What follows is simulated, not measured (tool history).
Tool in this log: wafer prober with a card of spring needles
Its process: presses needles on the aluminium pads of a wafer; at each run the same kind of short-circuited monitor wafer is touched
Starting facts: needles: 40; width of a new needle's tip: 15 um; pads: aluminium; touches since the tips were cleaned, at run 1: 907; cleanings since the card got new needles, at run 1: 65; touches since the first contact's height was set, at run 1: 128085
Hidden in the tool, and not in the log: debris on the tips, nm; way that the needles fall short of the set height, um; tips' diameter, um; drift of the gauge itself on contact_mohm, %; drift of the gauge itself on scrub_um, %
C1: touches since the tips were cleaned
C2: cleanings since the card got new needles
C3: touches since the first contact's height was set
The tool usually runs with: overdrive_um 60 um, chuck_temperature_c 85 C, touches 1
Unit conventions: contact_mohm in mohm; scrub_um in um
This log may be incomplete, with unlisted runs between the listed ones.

{"run": 1, "hour": 0.0, "overdrive_um": 60, "chuck_temperature_c": 85, "touches": 1, "C1": 907, "C2": 65, "C3": 128085, "contact_mohm": 193, "scrub_um": 14.99}
{"hour": 4.2, "done": "tips cleaned on abrasive film"}
{"hour": 14.7, "done": "tips cleaned on abrasive film"}
{"hour": 23.1, "done": "tips cleaned on abrasive film"}
{"hour": 33.5, "done": "tips cleaned on abrasive film"}
{"hour": 41.9, "done": "tips cleaned on abrasive film"}
{"hour": 50.2, "done": "tips cleaned on abrasive film"}
{"hour": 60.7, "done": "tips cleaned on abrasive film"}
{"hour": 71.1, "done": "tips cleaned on abrasive film"}
{"run": 2, "hour": 71.4, "overdrive_um": 60, "chuck_temperature_c": 85, "touches": 1, "C1": 53, "C2": 73, "C3": 142338, "contact_mohm": 186, "scrub_um": 14.52}
{"hour": 79.8, "done": "tips cleaned on abrasive film"}
{"hour": 88.1, "done": "tips cleaned on abrasive film"}
{"hour": 96.5, "done": "tips cleaned on abrasive film"}
{"hour": 106.9, "done": "tips cleaned on abrasive film"}
{"hour": 117.4, "done": "tips cleaned on abrasive film"}
{"run": 3, "hour": 118.2, "overdrive_um": 60, "chuck_temperature_c": 85, "touches": 2, "C1": 163, "C2": 78, "C3": 151689, "contact_mohm": 188, "scrub_um": 14.42}
{"hour": 126.6, "done": "tips cleaned on abrasive film"}
{"hour": 137.0, "done": "tips cleaned on abrasive film"}
{"hour": 147.5, "done": "tips cleaned on abrasive film"}
{"run": 4, "hour": 153.2, "overdrive_um": 60, "chuck_temperature_c": 85, "touches": 2, "C1": 1156, "C2": 81, "C3": 158692, "contact_mohm": 190, "scrub_um": 14.4}
{"hour": 157.4, "done": "tips cleaned on abrasive film"}
{"hour": 167.9, "done": "tips cleaned on abrasive film"}
{"hour": 178.3, "done": "tips cleaned on abrasive film"}
{"hour": 188.7, "done": "tips cleaned on abrasive film"}
{"hour": 199.2, "done": "tips cleaned on abrasive film"}
{"hour": 209.6, "done": "tips cleaned on abrasive film"}
{"hour": 218.0, "done": "tips cleaned on abrasive film"}
{"run": 5, "hour": 223.1, "overdrive_um": 60, "chuck_temperature_c": 85, "touches": 2, "C1": 1031, "C2": 88, "C3": 172669, "contact_mohm": 189, "scrub_um": 14.37}
{"hour": 225.3, "done": "tips cleaned on abrasive film, once more"}
{"hour": 235.7, "done": "tips cleaned on abrasive film"}
{"hour": 244.1, "done": "tips cleaned on abrasive film"}
{"hour": 254.5, "done": "tips cleaned on abrasive film"}
{"hour": 256.5, "done": "height of the first contact set anew"}
{"run": 6, "hour": 256.5, "overdrive_um": 60, "chuck_temperature_c": 85, "touches": 2, "C1": 331, "C2": 92, "C3": 0, "contact_mohm": 187, "scrub_um": 15.78}
{"hour": 264.8, "done": "tips cleaned on abrasive film"}
{"hour": 275.3, "done": "tips cleaned on abrasive film"}
{"hour": 285.7, "done": "tips cleaned on abrasive film"}
{"run": 7, "hour": 291.5, "overdrive_um": 60, "chuck_temperature_c": 85, "touches": 1, "C1": 1170, "C2": 95, "C3": 7016, "contact_mohm": 195, "scrub_um": 15.8}
{"hour": 295.7, "done": "tips cleaned on abrasive film"}
{"hour": 306.2, "done": "tips cleaned on abrasive film"}
{"hour": 316.6, "done": "tips cleaned on abrasive film"}
{"hour": 327.1, "done": "tips cleaned on abrasive film"}
{"hour": 335.4, "done": "tips cleaned on abrasive film"}
{"hour": 345.9, "done": "tips cleaned on abrasive film"}
{"run": 8, "hour": 347.7, "overdrive_um": 60, "chuck_temperature_c": 85, "touches": 1, "C1": 373, "C2": 101, "C3": 18246, "contact_mohm": 189, "scrub_um": 15.76}
{"hour": 356.1, "done": "tips cleaned on abrasive film"}
{"hour": 364.5, "done": "tips cleaned on abrasive film"}
{"hour": 374.9, "done": "tips cleaned on abrasive film"}
{"hour": 383.3, "done": "tips cleaned on abrasive film"}
{"hour": 393.7, "done": "tips cleaned on abrasive film"}
{"hour": 402.1, "done": "tips cleaned on abrasive film"}
{"run": 9, "hour": 409.6, "overdrive_um": 60, "chuck_temperature_c": 85, "touches": 1, "C1": 1518, "C2": 107, "C3": 30622, "contact_mohm": 197, "scrub_um": 15.61}
{"hour": 411.8, "done": "tips cleaned on abrasive film"}
{"hour": 420.2, "done": "tips cleaned on abrasive film"}
{"hour": 430.6, "done": "tips cleaned on abrasive film"}
{"hour": 439.0, "done": "tips cleaned on abrasive film"}
{"hour": 449.4, "done": "tips cleaned on abrasive film"}
{"hour": 457.8, "done": "tips cleaned on abrasive film"}
{"hour": 468.2, "done": "tips cleaned on abrasive film"}
{"run": 10, "hour": 474.8, "overdrive_um": 60, "chuck_temperature_c": 85, "touches": 1, "C1": 1321, "C2": 114, "C3": 43636, "contact_mohm": 196, "scrub_um": 15.66}
{"hour": 476.9, "done": "tips cleaned on abrasive film"}
{"hour": 485.3, "done": "tips cleaned on abrasive film"}
{"hour": 495.8, "done": "tips cleaned on abrasive film"}
{"hour": 504.1, "done": "tips cleaned on abrasive film"}
{"hour": 514.6, "done": "tips cleaned on abrasive film"}
{"run": 11, "hour": 520.8, "overdrive_um": 60, "chuck_temperature_c": 30, "touches": 1, "C1": 1249, "C2": 119, "C3": 52823, "contact_mohm": 184, "scrub_um": 15.53}
{"hour": 525.0, "done": "tips cleaned on abrasive film"}
{"hour": 533.4, "done": "tips cleaned on abrasive film"}
{"hour": 543.8, "done": "tips cleaned on abrasive film"}
{"hour": 554.2, "done": "tips cleaned on abrasive film"}
{"hour": 562.6, "done": "tips cleaned on abrasive film"}
{"hour": 573.1, "done": "tips cleaned on abrasive film"}
{"run": 12, "hour": 579.3, "overdrive_um": 60, "chuck_temperature_c": 30, "touches": 1, "C1": 1258, "C2": 125, "C3": 64522, "contact_mohm": 186, "scrub_um": 15.52}
{"hour": 581.5, "done": "tips cleaned on abrasive film"}
{"hour": 591.9, "done": "tips cleaned on abrasive film"}
{"hour": 602.4, "done": "tips cleaned on abrasive film"}
{"hour": 612.8, "done": "tips cleaned on abrasive film"}
{"hour": 623.2, "done": "tips cleaned on abrasive film"}
{"hour": 631.6, "done": "tips cleaned on abrasive film"}
{"hour": 640.0, "done": "tips cleaned on abrasive film"}
{"hour": 648.6, "done": "tips cleaned on abrasive film"}
{"run": 13, "hour": 648.6, "overdrive_um": 60, "chuck_temperature_c": 30, "touches": 1, "C1": 0, "C2": 133, "C3": 78358, "contact_mohm": 173, "scrub_um": 15.47}
{"hour": 659.0, "done": "tips cleaned on abrasive film"}
{"hour": 667.4, "done": "tips cleaned on abrasive film"}
{"hour": 675.8, "done": "tips cleaned on abrasive film"}
{"hour": 686.2, "done": "tips cleaned on abrasive film"}
{"run": 14, "hour": 692.7, "overdrive_um": 80, "chuck_temperature_c": 70, "touches": 1, "C1": 1310, "C2": 137, "C3": 87183, "contact_mohm": 185, "scrub_um": 20.55}
{"hour": 694.9, "done": "tips cleaned on abrasive film"}
{"hour": 703.3, "done": "tips cleaned on abrasive film"}
{"hour": 713.7, "done": "tips cleaned on abrasive film"}
{"hour": 724.1, "done": "tips cleaned on abrasive film"}
{"run": 15, "hour": 728.2, "overdrive_um": 80, "chuck_temperature_c": 70, "touches": 1, "C1": 827, "C2": 141, "C3": 94275, "contact_mohm": 183, "scrub_um": 20.41}
{"hour": 734.5, "done": "tips cleaned on abrasive film"}
{"hour": 745.0, "done": "tips cleaned on abrasive film"}
{"hour": 755.4, "done": "tips cleaned on abrasive film"}
{"run": 16, "hour": 758.4, "overdrive_um": 77, "chuck_temperature_c": 75, "touches": 2, "C1": 590, "C2": 144, "C3": 100294, "contact_mohm": 180, "scrub_um": 19.52}
{"hour": 764.7, "done": "tips cleaned on abrasive film"}
{"hour": 773.0, "done": "tips cleaned on abrasive film"}
{"hour": 781.4, "done": "tips cleaned on abrasive film"}
{"hour": 791.8, "done": "tips cleaned on abrasive film"}
{"hour": 800.2, "done": "tips cleaned on abrasive film"}
{"hour": 808.6, "done": "tips cleaned on abrasive film"}
{"hour": 819.0, "done": "tips cleaned on abrasive film"}
{"hour": 829.5, "done": "tips cleaned on abrasive film"}
{"run": 17, "hour": 831.0, "overdrive_um": 79, "chuck_temperature_c": 39, "touches": 1, "C1": 320, "C2": 152, "C3": 114812, "contact_mohm": 174, "scrub_um": 20.22}
{"hour": 839.4, "done": "tips cleaned on abrasive film"}
{"hour": 849.9, "done": "tips cleaned on abrasive film"}
{"hour": 860.3, "done": "tips cleaned on abrasive film"}
{"hour": 868.7, "done": "tips cleaned on abrasive film"}
{"hour": 877.0, "done": "tips cleaned on abrasive film"}
{"run": 18, "hour": 877.1, "overdrive_um": 79, "chuck_temperature_c": 39, "touches": 1, "C1": 21, "C2": 157, "C3": 124020, "contact_mohm": 173, "scrub_um": 20.1}
{"hour": 885.5, "done": "tips cleaned on abrasive film"}
{"hour": 893.9, "done": "tips cleaned on abrasive film"}
{"hour": 904.3, "done": "tips cleaned on abrasive film"}
{"hour": 914.8, "done": "tips cleaned on abrasive film"}
{"run": 19, "hour": 917.9, "overdrive_um": 79, "chuck_temperature_c": 39, "touches": 1, "C1": 626, "C2": 161, "C3": 132163, "contact_mohm": 178, "scrub_um": 19.94}
{"hour": 924.2, "done": "tips cleaned on abrasive film"}
{"hour": 932.6, "done": "tips cleaned on abrasive film"}
{"hour": 940.9, "done": "tips cleaned on abrasive film"}
{"hour": 951.4, "done": "tips cleaned on abrasive film"}
{"hour": 959.7, "done": "tips cleaned on abrasive film"}
{"hour": 970.2, "done": "tips cleaned on abrasive film"}
{"hour": 978.6, "done": "tips cleaned on abrasive film"}
{"run": 20, "hour": 983.2, "overdrive_um": 79, "chuck_temperature_c": 39, "touches": 1, "C1": 938, "C2": 168, "C3": 145212, "contact_mohm": 177, "scrub_um": 19.87}
{"hour": 987.4, "done": "tips cleaned on abrasive film"}
{"hour": 995.8, "done": "tips cleaned on abrasive film"}
{"hour": 1006.2, "done": "tips cleaned on abrasive film"}
{"hour": 1014.6, "done": "tips cleaned on abrasive film"}
{"hour": 1025.1, "done": "tips cleaned on abrasive film"}
{"hour": 1033.4, "done": "tips cleaned on abrasive film"}
{"hour": 1043.9, "done": "tips cleaned on abrasive film"}
{"run": 21, "hour": 1048.9, "overdrive_um": 78, "chuck_temperature_c": 86, "touches": 2, "C1": 1004, "C2": 175, "C3": 158327, "contact_mohm": 185, "scrub_um": 19.58}
{"hour": 1053.1, "done": "tips cleaned on abrasive film"}
{"hour": 1063.5, "done": "tips cleaned on abrasive film"}
{"hour": 1071.9, "done": "tips cleaned on abrasive film"}
{"hour": 1080.3, "done": "tips cleaned on abrasive film"}
{"hour": 1090.7, "done": "tips cleaned on abrasive film"}
{"run": 22, "hour": 1093.8, "overdrive_um": 78, "chuck_temperature_c": 86, "touches": 2, "C1": 625, "C2": 180, "C3": 167305, "contact_mohm": 184, "scrub_um": 19.38}

A few steps of contact_mohm between consecutive runs. Split each: what settings, incoming material and random variation would produce without the hidden state, and what is left over for the hidden state, along with gauge scatter present in only one of the two compared results (measured, and without hidden state):
Run 6 -> 7: touches 2 -> 1, tips cleaned on abrasive film, tips cleaned on abrasive film, tips cleaned on abrasive film. contact_mohm +8 mohm: hidden state +10, all else -2.
Run 10 -> 11: chuck_temperature_c 85 -> 30, tips cleaned on abrasive film, tips cleaned on abrasive film, tips cleaned on abrasive film, tips cleaned on abrasive film, tips cleaned on abrasive film. contact_mohm -12 mohm: hidden state +1, all else -13.
Run 12 -> 13: tips cleaned on abrasive film, tips cleaned on abrasive film, tips cleaned on abrasive film, tips cleaned on abrasive film, tips cleaned on abrasive film, tips cleaned on abrasive film, tips cleaned on abrasive film, tips cleaned on abrasive film. contact_mohm -13 mohm: hidden state -13, all else +0.
